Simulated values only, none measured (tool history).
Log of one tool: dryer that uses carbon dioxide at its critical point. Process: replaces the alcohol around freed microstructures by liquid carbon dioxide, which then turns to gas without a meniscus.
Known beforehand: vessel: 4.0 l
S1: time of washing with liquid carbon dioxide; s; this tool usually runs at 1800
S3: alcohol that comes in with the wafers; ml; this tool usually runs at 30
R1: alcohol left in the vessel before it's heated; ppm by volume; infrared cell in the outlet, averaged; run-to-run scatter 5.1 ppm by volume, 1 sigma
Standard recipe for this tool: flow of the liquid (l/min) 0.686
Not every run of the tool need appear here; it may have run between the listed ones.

run 1 hour=0 | S1=1800 flow_of_the_liquid_(l/min)=0.686 S3=30 | R1=110
run 2 hour=5.7 | S1=1800 flow_of_the_liquid_(l/min)=0.686 S3=30 | R1=131
run 3 hour=13.9 | S1=1800 flow_of_the_liquid_(l/min)=0.633 S3=30 | R1=165
run 4 hour=22.2 | S1=1800 flow_of_the_liquid_(l/min)=0.633 S3=30 | R1=160
run 5 hour=26.8 | S1=1800 flow_of_the_liquid_(l/min)=0.633 S3=30 | R1=165
run 6 hour=34.5 | S1=1800 flow_of_the_liquid_(l/min)=0.633 S3=30 | R1=167
run 7 hour=40.4 | S1=1260 flow_of_the_liquid_(l/min)=0.633 S3=30 | R1=515
run 8 hour=45 | S1=2520 flow_of_the_liquid_(l/min)=0.633 S3=30 | R1=50
run 9 hour=50.9 | S1=2520 flow_of_the_liquid_(l/min)=0.633 S3=30 | R1=41
-- hour=53.7 inlet filter changed
run 10 hour=61 | S1=1260 flow_of_the_liquid_(l/min)=0.959 S3=30 | R1=91
run 11 hour=69.9 | S1=1140 flow_of_the_liquid_(l/min)=0.808 S3=25 | R1=203
run 12 hour=76.6 | S1=1980 flow_of_the_liquid_(l/min)=0.542 S3=25 | R1=120
run 13 hour=84.8 | S1=2040 flow_of_the_liquid_(l/min)=0.769 S3=100 | R1=90
run 14 hour=89.5 | S1=1740 flow_of_the_liquid_(l/min)=0.716 S3=40 | R1=108
run 15 hour=94.6 | S1=2460 flow_of_the_liquid_(l/min)=0.864 S3=31 | R1=19
run 16 hour=101 | S1=2220 flow_of_the_liquid_(l/min)=0.668 S3=78 | R1=91

3 ways to go on from here, each from the tool as it stands after run 16. What would each give?
run A hour=106.5 | S1=1620 flow_of_the_liquid_(l/min)=0.829 S3=30 | R1=?
run B hour=106.5 | S1=1140 flow_of_the_liquid_(l/min)=0.641 S3=24 | R1=?
run C hour=106.5 | S1=1860 flow_of_the_liquid_(l/min)=0.569 S3=78 | R1=?

run=A R1=55
run=B R1=403
run=C R1=364
With no hidden state in the tool, these same runs would have given:
run=A R1=41
run=B R1=383
run=C R1=342

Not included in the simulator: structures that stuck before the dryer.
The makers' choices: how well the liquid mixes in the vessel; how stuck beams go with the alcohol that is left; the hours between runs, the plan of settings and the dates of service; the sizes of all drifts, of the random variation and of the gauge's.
